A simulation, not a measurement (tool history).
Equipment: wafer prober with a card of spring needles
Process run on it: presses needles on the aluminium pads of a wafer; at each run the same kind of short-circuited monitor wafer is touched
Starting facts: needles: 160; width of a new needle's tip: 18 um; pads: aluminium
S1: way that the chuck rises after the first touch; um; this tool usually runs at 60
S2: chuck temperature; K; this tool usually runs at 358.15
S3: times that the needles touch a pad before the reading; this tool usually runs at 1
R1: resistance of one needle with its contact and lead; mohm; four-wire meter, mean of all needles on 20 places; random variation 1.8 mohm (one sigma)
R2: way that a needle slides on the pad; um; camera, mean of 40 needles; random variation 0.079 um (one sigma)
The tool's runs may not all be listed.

run   hour  S1      S2  S3   R1     R2
  1    0.0  60  358.15   1  196  12.70
      10.0  -- tips cleaned on abrasive film
      20.0  -- tips cleaned on abrasive film
      28.5  -- tips cleaned on abrasive film
  2   28.5  60  358.15   1  208  12.13
      38.5  -- tips cleaned on abrasive film
      48.5  -- tips cleaned on abrasive film
      58.5  -- tips cleaned on abrasive film
      68.5  -- tips cleaned on abrasive film
      78.5  -- tips cleaned on abrasive film
  3   81.3  60  358.15   1  259  12.12
      87.3  -- tips cleaned on abrasive film
      97.3  -- tips cleaned on abrasive film
     107.3  -- tips cleaned on abrasive film
  4  109.6  60  358.15   1  254  12.14
     115.6  -- tips cleaned on abrasive film
     125.6  -- tips cleaned on abrasive film
     135.6  -- tips cleaned on abrasive film
     145.6  -- tips cleaned on abrasive film
  5  150.4  60  358.15   1  309  11.97
     154.5  -- tips cleaned on abrasive film
     162.5  -- tips cleaned on abrasive film
     172.5  -- tips cleaned on abrasive film
     180.5  -- tips cleaned on abrasive film
  6  182.2  60  328.15   1  238  11.84
     186.3  -- tips cleaned on abrasive film, once more
     196.3  -- tips cleaned on abrasive film
     206.3  -- tips cleaned on abrasive film
     216.3  -- tips cleaned on abrasive film
     218.6  -- height of the first contact set anew
     224.6  -- tips cleaned on abrasive film
  7  226.1  60  301.15   1  218  13.77
     234.1  -- tips cleaned on abrasive film
     242.2  -- tips cleaned on abrasive film
     252.2  -- tips cleaned on abrasive film
     262.1  -- tips cleaned on abrasive film
     272.1  -- tips cleaned on abrasive film
  8  276.5  60  393.15   1  270  13.78
     280.6  -- tips cleaned on abrasive film
     288.6  -- tips cleaned on abrasive film
     298.6  -- tips cleaned on abrasive film
     308.6  -- tips cleaned on abrasive film
     318.6  -- tips cleaned on abrasive film
     328.6  -- tips cleaned on abrasive film
  9  329.8  60  358.15   1  230  13.58
     337.8  -- tips cleaned on abrasive film
     345.9  -- tips cleaned on abrasive film
     355.9  -- tips cleaned on abrasive film
     363.9  -- tips cleaned on abrasive film
 10  367.0  60  358.15   1  260  13.55
     373.0  -- tips cleaned on abrasive film
     381.0  -- tips cleaned on abrasive film
     391.0  -- tips cleaned on abrasive film
     401.0  -- tips cleaned on abrasive film
     409.0  -- tips cleaned on abrasive film
 11  410.0  40  358.15   1  264   8.78
     418.0  -- tips cleaned on abrasive film
     428.0  -- tips cleaned on abrasive film
 12  434.4  60  393.15   1  312  13.37
     436.5  -- tips cleaned on abrasive film
     446.5  -- tips cleaned on abrasive film
     456.5  -- tips cleaned on abrasive film
     466.5  -- tips cleaned on abrasive film
     476.5  -- tips cleaned on abrasive film
 13  482.2  46  358.15   1  393   9.85
     486.2  -- tips cleaned on abrasive film
     496.2  -- tips cleaned on abrasive film
     506.2  -- tips cleaned on abrasive film
     514.5  -- tips cleaned on abrasive film
 14  514.5  60  358.15   1  201  13.09
     524.5  -- tips cleaned on abrasive film
     532.5  -- tips cleaned on abrasive film
     542.5  -- tips cleaned on abrasive film
     550.5  -- tips cleaned on abrasive film
 15  552.0  60  358.15   1  238  13.08
     560.0  -- tips cleaned on abrasive film
     570.0  -- tips cleaned on abrasive film
     580.0  -- tips cleaned on abrasive film
     590.0  -- tips cleaned on abrasive film
 16  591.6  62  305.15   1  231  13.26
     599.6  -- tips cleaned on abrasive film
     609.6  -- tips cleaned on abrasive film
     619.6  -- tips cleaned on abrasive film
     629.6  -- tips cleaned on abrasive film
 17  635.1  62  305.15   1  318  13.25
     639.1  -- tips cleaned on abrasive film
     649.1  -- tips cleaned on abrasive film
     658.2  -- tips cleaned on abrasive film
 18  658.2  60  373.15   1  207  12.68
     668.2  -- tips cleaned on abrasive film
     678.2  -- tips cleaned on abrasive film
 19  680.8  67  350.15   1  246  14.22
     686.9  -- tips cleaned on abrasive film
     694.9  -- tips cleaned on abrasive film
     704.9  -- tips cleaned on abrasive film
     714.9  -- tips cleaned on abrasive film
     724.9  -- tips cleaned on abrasive film
 20  724.9  42  307.15   1  225   8.39
     732.9  -- tips cleaned on abrasive film
     742.9  -- tips cleaned on abrasive film
     752.9  -- tips cleaned on abrasive film
     760.9  -- tips cleaned on abrasive film
 21  764.4  60  385.15   2  254  12.47
     770.4  -- tips cleaned on abrasive film
     780.4  -- tips cleaned on abrasive film
     790.4  -- tips cleaned on abrasive film
     800.4  -- tips cleaned on abrasive film
     810.4  -- tips cleaned on abrasive film
 22  817.3  41  358.15   3  356   8.01
     819.4  -- tips cleaned on abrasive film
     829.4  -- tips cleaned on abrasive film
     837.4  -- tips cleaned on abrasive film
     837.7  -- height of the first contact set anew
     847.7  -- tips cleaned on abrasive film
 23  849.8  41  358.15   3  243   9.65
     855.8  -- tips cleaned on abrasive film
     865.8  -- tips cleaned on abrasive film
     873.8  -- tips cleaned on abrasive film
     883.8  -- tips cleaned on abrasive film
     891.8  -- tips cleaned on abrasive film
 24  893.1  41  358.15   3  230   9.37
     901.1  -- tips cleaned on abrasive film
     909.1  -- tips cleaned on abrasive film
     919.1  -- tips cleaned on abrasive film
     927.3  -- tips cleaned on abrasive film
 25  927.3  75  375.15   2  188  17.18
     937.3  -- tips cleaned on abrasive film
     947.3  -- tips cleaned on abrasive film
 26  951.6  77  358.15   1  255  17.55
     955.7  -- tips cleaned on abrasive film
     965.7  -- tips cleaned on abrasive film
     975.7  -- tips cleaned on abrasive film
 27  976.0  72  387.15   1  207  16.22

Below, some changes in R1 between adjacent runs. For each, the amount present without the hidden state too (settings, incoming material, random variation) and the amount remaining for the hidden state with gauge scatter not shared by both compared results:
The tool's hidden condition here consists of: debris on the tips, nm; way that the needles fall short of the set height, um; tips' diameter, um; drift of the gauge itself on contact_mohm, %; drift of the gauge itself on scrub_um, %.
Run 13 -> 14: S1 46 -> 60, tips cleaned on abrasive film, tips cleaned on abrasive film, tips cleaned on abrasive film, tips cleaned on abrasive film. R1 -192 mohm: hidden state -186, all else -6.
Run 17 -> 18: S1 62 -> 60, S2 305.15 -> 373.15, tips cleaned on abrasive film, tips cleaned on abrasive film, tips cleaned on abrasive film. R1 -111 mohm: hidden state -125, all else +14.
Run 22 -> 23: tips cleaned on abrasive film, tips cleaned on abrasive film, tips cleaned on abrasive film, height of the first contact set anew, tips cleaned on abrasive film. R1 -113 mohm: hidden state -112, all else -1.

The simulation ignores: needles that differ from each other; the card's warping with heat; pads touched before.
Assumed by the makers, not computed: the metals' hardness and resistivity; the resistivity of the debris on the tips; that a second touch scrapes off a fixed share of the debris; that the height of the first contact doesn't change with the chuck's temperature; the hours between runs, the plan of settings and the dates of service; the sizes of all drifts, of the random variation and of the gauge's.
